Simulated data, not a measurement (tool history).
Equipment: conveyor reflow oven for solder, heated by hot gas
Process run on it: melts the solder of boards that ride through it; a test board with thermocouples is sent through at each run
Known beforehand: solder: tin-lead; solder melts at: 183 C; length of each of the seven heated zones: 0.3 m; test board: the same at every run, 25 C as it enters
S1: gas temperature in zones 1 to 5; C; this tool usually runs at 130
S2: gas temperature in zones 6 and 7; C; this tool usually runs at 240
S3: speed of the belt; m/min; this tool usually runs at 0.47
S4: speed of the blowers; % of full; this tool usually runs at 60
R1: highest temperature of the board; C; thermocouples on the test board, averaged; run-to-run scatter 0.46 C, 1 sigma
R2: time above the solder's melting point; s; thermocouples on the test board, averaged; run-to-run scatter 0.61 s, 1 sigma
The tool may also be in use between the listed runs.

run	hour	S1	S2	S3	S4	R1	R2
1	0	130	240	0.47	60	223.3	58
2	8.1	130	240	0.47	60	223	59.4
3	20.2	130	240	0.47	60	223.3	58.9
4	28.3	130	240	0.47	60	223	58.3
5	39	130	240	0.47	60	222.6	59.3
6	48.6	130	240	0.47	75	225.9	62.1
7	55.6	130	240	0.47	75	226.3	61.5
8	69.1	130	240	0.47	75	225.8	62.2
9	82.4	130	240	0.395	60	228.8	73.2
10	92.8	130	240	0.47	60	223.6	60.2
11	99.8	130	240	0.47	60	223.3	58.1
12	111.5	130	252	0.47	60	234.5	66.3
13	119.9	120	235	0.47	60	217	52
14	137.6	136	244	0.509	76	228.3	59.7
15	149.7	136	250	0.509	52	227.8	58.9
16	158.7	130	253	0.47	57	234.6	66.4
17	169.3	142	244	0.487	86	231.9	66.3
18	175.3	135	240	0.454	60	225.1	64.6
19	182.6	130	235	0.536	60	213.5	45.4
20	194	130	235	0.536	84	219.8	49.5
21	200	130	240	0.501	63	221.7	54.5
22	211.9	130	240	0.501	63	221.8	54.3
23	217.5	116	249	0.472	78	233.1	61
24	229.7	116	249	0.472	78	233	61.4

Not shown: 1 entry that the log had between the listed runs. Between which runs, and how does the tool's hidden state differ before and after?
Runs 13 to 14: flux residue cleaned out of gas plates and filters (hour 131.1)
  heat that the gas passes to the board, % of a clean oven's: 99.3 -> 99.9; belt's true speed, % of the reading: 99.96 -> 99.95

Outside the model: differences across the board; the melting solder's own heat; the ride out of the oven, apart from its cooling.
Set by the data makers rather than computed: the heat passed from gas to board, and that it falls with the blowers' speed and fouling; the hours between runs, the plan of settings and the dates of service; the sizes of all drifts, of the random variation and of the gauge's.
